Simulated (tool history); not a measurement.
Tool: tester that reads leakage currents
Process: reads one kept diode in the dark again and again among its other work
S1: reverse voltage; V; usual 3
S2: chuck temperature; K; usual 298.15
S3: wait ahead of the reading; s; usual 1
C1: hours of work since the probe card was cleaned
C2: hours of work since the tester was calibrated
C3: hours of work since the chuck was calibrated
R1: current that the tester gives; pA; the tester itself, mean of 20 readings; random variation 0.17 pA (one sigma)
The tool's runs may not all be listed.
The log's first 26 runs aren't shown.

{"run": 27, "hour": 2505.2, "S1": 2.27, "S2": 308.15, "S3": 0.76, "C1": 3417, "C2": 1766, "C3": 1007, "R1": 112.22}
{"hour": 2569.5, "done": "probe card cleaned and baked"}
{"run": 28, "hour": 2599.1, "S1": 3.04, "S2": 306.15, "S3": 0.59, "C1": 13, "C2": 1806, "C3": 1047, "R1": 109.37}
{"run": 29, "hour": 2690.7, "S1": 3, "S2": 298.15, "S3": 0.84, "C1": 53, "C2": 1846, "C3": 1087, "R1": 53.19}
{"run": 30, "hour": 2788.7, "S1": 1.03, "S2": 317.15, "S3": 0.41, "C1": 96, "C2": 1889, "C3": 1130, "R1": 159.78}
{"hour": 2818.2, "done": "chuck's temperature calibrated"}
{"run": 31, "hour": 2904.4, "S1": 1.03, "S2": 317.15, "S3": 0.41, "C1": 146, "C2": 1939, "C3": 38, "R1": 160.29}
{"run": 32, "hour": 3017.7, "S1": 1.03, "S2": 317.15, "S3": 0.41, "C1": 196, "C2": 1988, "C3": 87, "R1": 159.99}
{"run": 33, "hour": 3119.9, "S1": 2.06, "S2": 326.15, "S3": 5.97, "C1": 240, "C2": 2033, "C3": 132, "R1": 456.31}
{"run": 34, "hour": 3188.8, "S1": 2.06, "S2": 326.15, "S3": 5.97, "C1": 271, "C2": 2063, "C3": 163, "R1": 456.61}
{"run": 35, "hour": 3254.6, "S1": 2.06, "S2": 326.15, "S3": 5.97, "C1": 300, "C2": 2092, "C3": 191, "R1": 456.65}
{"run": 36, "hour": 3351.2, "S1": 3, "S2": 297.15, "S3": 1, "C1": 342, "C2": 2135, "C3": 234, "R1": 48.66}
{"run": 37, "hour": 3405.2, "S1": 3, "S2": 297.15, "S3": 1, "C1": 366, "C2": 2158, "C3": 257, "R1": 48.72}
{"run": 38, "hour": 3471.6, "S1": 3, "S2": 298.15, "S3": 1.33, "C1": 395, "C2": 2187, "C3": 287, "R1": 53.38}
{"run": 39, "hour": 3528.1, "S1": 3, "S2": 313.15, "S3": 8.86, "C1": 420, "C2": 2212, "C3": 311, "R1": 195.41}
{"run": 40, "hour": 3620.7, "S1": 3, "S2": 313.15, "S3": 8.86, "C1": 460, "C2": 2253, "C3": 352, "R1": 195.91}

4 ways to go on from here, each from the tool as it stands after run 40. What would each give?
{"run": "A", "hour": 3723.3, "S1": 4.77, "S2": 298.15, "S3": 1, "C1": 505, "C2": 2298, "C3": 397, "R1": "?"}
{"run": "B", "hour": 3723.3, "S1": 3, "S2": 298.15, "S3": 0.67, "C1": 505, "C2": 2298, "C3": 397, "R1": "?"}
{"run": "C", "hour": 3723.3, "S1": 3, "S2": 301.15, "S3": 8.86, "C1": 505, "C2": 2298, "C3": 397, "R1": "?"}
{"run": "D", "hour": 3723.3, "S1": 2.19, "S2": 298.15, "S3": 1, "C1": 505, "C2": 2298, "C3": 397, "R1": "?"}

run=A R1=67.34
run=B R1=53.72
run=C R1=69.32
run=D R1=45.44
Without the tool's hidden state the same runs would have given:
run=A R1=67.35
run=B R1=53.73
run=C R1=69.33
run=D R1=45.45
